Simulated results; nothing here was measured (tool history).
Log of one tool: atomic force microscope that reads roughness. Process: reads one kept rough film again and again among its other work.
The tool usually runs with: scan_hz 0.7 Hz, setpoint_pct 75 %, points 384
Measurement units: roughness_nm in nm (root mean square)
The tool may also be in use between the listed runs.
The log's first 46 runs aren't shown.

{"run": 47, "hour": 1115.4, "scan_hz": 0.889, "setpoint_pct": 61, "points": 366, "roughness_nm": 1.293}
{"run": 48, "hour": 1133.4, "scan_hz": 0.889, "setpoint_pct": 61, "points": 366, "roughness_nm": 1.29}
{"run": 49, "hour": 1154.8, "scan_hz": 0.889, "setpoint_pct": 61, "points": 366, "roughness_nm": 1.29}
{"run": 50, "hour": 1183.8, "scan_hz": 0.889, "setpoint_pct": 61, "points": 366, "roughness_nm": 1.282}
{"run": 51, "hour": 1217.0, "scan_hz": 1.615, "setpoint_pct": 74, "points": 744, "roughness_nm": 1.198}
{"run": 52, "hour": 1237.9, "scan_hz": 2.888, "setpoint_pct": 75, "points": 617, "roughness_nm": 1.114}
{"run": 53, "hour": 1263.6, "scan_hz": 0.995, "setpoint_pct": 78, "points": 498, "roughness_nm": 1.223}
{"hour": 1286.9, "done": "new tip fitted"}
{"run": 54, "hour": 1297.7, "scan_hz": 0.995, "setpoint_pct": 78, "points": 498, "roughness_nm": 1.244}

Predict each of these 3 candidate next runs independently; none follows another, all start after run 54:
{"run": "A", "hour": 1329.7, "scan_hz": 2.14, "setpoint_pct": 58, "points": 824, "roughness_nm": "?"}
{"run": "B", "hour": 1329.7, "scan_hz": 0.995, "setpoint_pct": 78, "points": 266, "roughness_nm": "?"}
{"run": "C", "hour": 1329.7, "scan_hz": 3.451, "setpoint_pct": 57, "points": 384, "roughness_nm": "?"}

run=A roughness_nm=1.271
run=B roughness_nm=1.24
run=C roughness_nm=1.242
Had the tool no hidden state, the same runs would have come out as:
run=A roughness_nm=1.278
run=B roughness_nm=1.247
run=C roughness_nm=1.248
